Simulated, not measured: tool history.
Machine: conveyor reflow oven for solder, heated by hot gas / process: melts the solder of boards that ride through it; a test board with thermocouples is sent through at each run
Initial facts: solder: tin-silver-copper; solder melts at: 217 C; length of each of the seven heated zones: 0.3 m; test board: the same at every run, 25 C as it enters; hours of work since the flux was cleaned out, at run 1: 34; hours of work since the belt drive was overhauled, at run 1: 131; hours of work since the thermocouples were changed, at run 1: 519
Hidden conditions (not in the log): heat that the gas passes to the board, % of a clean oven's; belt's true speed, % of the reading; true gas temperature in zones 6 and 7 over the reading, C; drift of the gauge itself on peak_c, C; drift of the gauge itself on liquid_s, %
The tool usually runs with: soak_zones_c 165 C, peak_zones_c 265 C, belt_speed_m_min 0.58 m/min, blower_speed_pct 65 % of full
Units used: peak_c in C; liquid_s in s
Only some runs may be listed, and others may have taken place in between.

run	hour	soak_zones_c	peak_zones_c	belt_speed_m_min	blower_speed_pct	hours of work since the flux was cleaned out	hours of work since the belt drive was overhauled	hours of work since the thermocouples were changed	peak_c	liquid_s
1	0	165	265	0.58	65	34	131	519	245.4	38.5
2	81.5	165	265	0.58	65	94	191	578	245.2	38.6
3	119.7	165	265	0.58	65	122	218	606	245.5	38.4
4	173.8	165	265	0.58	65	161	258	646	244.9	38
# hour 227.4: flux residue cleaned out of gas plates and filters
5	268.4	165	265	0.58	65	30	323	711	244.7	37.4
6	350.7	165	265	0.58	65	90	383	771	243.6	37.6
7	424.7	165	265	0.58	65	144	437	824	243.8	37
# hour 500.2: flux residue cleaned out of gas plates and filters
8	505.4	165	265	0.58	65	4	492	880	247.3	40.1
9	594.2	165	265	0.58	65	68	556	944	247.1	40.7
# hour 612.5: flux residue cleaned out of gas plates and filters, once more
# hour 633.8: thermocouples of zones 6 and 7 changed
10	642.3	165	259	0.58	65	20	586	6	240.3	34.7
11	701.3	165	259	0.58	65	63	629	49	239.8	34.5
12	777.3	165	259	0.58	90	118	685	104	245.6	40.7
13	845.9	169	275	0.495	63	168	734	154	258.8	57.8
# hour 886.8: flux residue cleaned out of gas plates and filters
14	895.9	169	275	0.495	63	7	767	187	260.6	58.9

Run 15 comes next. What will it give?
15	946.9	178	279	0.546	81	44	804	224	?	?

{"run 15": {"peak_c": 266.5, "liquid_s": 58.6}}
Take away the tool's hidden state, keep the run-to-run variation as it was, and the same run would have given peak_c 265.6 C, liquid_s 57.4 s.
